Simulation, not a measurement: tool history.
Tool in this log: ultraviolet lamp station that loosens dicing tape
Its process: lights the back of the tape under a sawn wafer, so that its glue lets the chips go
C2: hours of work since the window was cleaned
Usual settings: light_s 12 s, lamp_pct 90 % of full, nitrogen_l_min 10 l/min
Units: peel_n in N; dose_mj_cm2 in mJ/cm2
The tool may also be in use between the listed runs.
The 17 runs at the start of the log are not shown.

run 18 day=41.329 | light_s=18 lamp_pct=90 nitrogen_l_min=10 | hours_of_work_of_the_lamp=1060 C2=238 | peel_n=0.4 dose_mj_cm2=463
-- day=42.05 window cleaned of glue's vapour
run 19 day=44.621 | light_s=18 lamp_pct=90 nitrogen_l_min=10 | hours_of_work_of_the_lamp=1104 C2=35 | peel_n=0.308 dose_mj_cm2=526
run 20 day=46.962 | light_s=6 lamp_pct=90 nitrogen_l_min=10 | hours_of_work_of_the_lamp=1135 C2=66 | peel_n=2.113 dose_mj_cm2=169
run 21 day=50.362 | light_s=12 lamp_pct=90 nitrogen_l_min=10 | hours_of_work_of_the_lamp=1181 C2=112 | peel_n=0.842 dose_mj_cm2=324
run 22 day=52.938 | light_s=12 lamp_pct=90 nitrogen_l_min=10 | hours_of_work_of_the_lamp=1215 C2=146 | peel_n=0.894 dose_mj_cm2=310
run 23 day=55.85 | light_s=12 lamp_pct=90 nitrogen_l_min=10 | hours_of_work_of_the_lamp=1254 C2=185 | peel_n=0.942 dose_mj_cm2=303
-- day=56.171 lamp changed
run 24 day=59.138 | light_s=12 lamp_pct=90 nitrogen_l_min=10 | hours_of_work_of_the_lamp=40 C2=229 | peel_n=0.433 dose_mj_cm2=440
-- day=60.529 window cleaned of glue's vapour
run 25 day=62.225 | light_s=12 lamp_pct=90 nitrogen_l_min=10 | hours_of_work_of_the_lamp=81 C2=23 | peel_n=0.345 dose_mj_cm2=498
run 26 day=64.95 | light_s=12 lamp_pct=90 nitrogen_l_min=10 | hours_of_work_of_the_lamp=118 C2=59 | peel_n=0.354 dose_mj_cm2=480
run 27 day=67.054 | light_s=10 lamp_pct=67 nitrogen_l_min=5 | hours_of_work_of_the_lamp=146 C2=88 | peel_n=1.386 dose_mj_cm2=292
run 28 day=68.462 | light_s=12 lamp_pct=67 nitrogen_l_min=9 | hours_of_work_of_the_lamp=165 C2=106 | peel_n=0.766 dose_mj_cm2=341
run 29 day=70.579 | light_s=12 lamp_pct=67 nitrogen_l_min=9 | hours_of_work_of_the_lamp=193 C2=135 | peel_n=0.85 dose_mj_cm2=331
run 30 day=72.254 | light_s=9 lamp_pct=68 nitrogen_l_min=4 | hours_of_work_of_the_lamp=216 C2=157 | peel_n=1.901 dose_mj_cm2=251
run 31 day=74.388 | light_s=6 lamp_pct=84 nitrogen_l_min=9 | hours_of_work_of_the_lamp=244 C2=186 | peel_n=1.812 dose_mj_cm2=195
run 32 day=77.071 | light_s=6 lamp_pct=84 nitrogen_l_min=9 | hours_of_work_of_the_lamp=280 C2=222 | peel_n=1.845 dose_mj_cm2=191
-- day=78.846 window cleaned of glue's vapour
run 33 day=79.325 | light_s=6 lamp_pct=84 nitrogen_l_min=9 | hours_of_work_of_the_lamp=310 C2=6 | peel_n=1.654 dose_mj_cm2=220
run 34 day=81.4 | light_s=6 lamp_pct=84 nitrogen_l_min=9 | hours_of_work_of_the_lamp=338 C2=34 | peel_n=1.708 dose_mj_cm2=210
run 35 day=83.175 | light_s=8 lamp_pct=90 nitrogen_l_min=16 | hours_of_work_of_the_lamp=362 C2=58 | peel_n=0.774 dose_mj_cm2=302
run 36 day=86.446 | light_s=8 lamp_pct=90 nitrogen_l_min=16 | hours_of_work_of_the_lamp=406 C2=102 | peel_n=0.858 dose_mj_cm2=288
run 37 day=88.371 | light_s=12 lamp_pct=69 nitrogen_l_min=10 | hours_of_work_of_the_lamp=432 C2=128 | peel_n=0.848 dose_mj_cm2=324
run 38 day=90.367 | light_s=8 lamp_pct=79 nitrogen_l_min=10 | hours_of_work_of_the_lamp=458 C2=155 | peel_n=1.349 dose_mj_cm2=238

Estimate the outcome of run 39 from the log above:
run 39 day=92.212 | light_s=8 lamp_pct=79 nitrogen_l_min=10 | hours_of_work_of_the_lamp=483 C2=179 | peel_n=? dose_mj_cm2=?

{"run 39": {"peel_n": 1.416, "dose_mj_cm2": 235}}
With the hidden condition absent and the run-to-run variation left alone, this run would have shown peel_n 0.923 N, dose_mj_cm2 306 mJ/cm2.
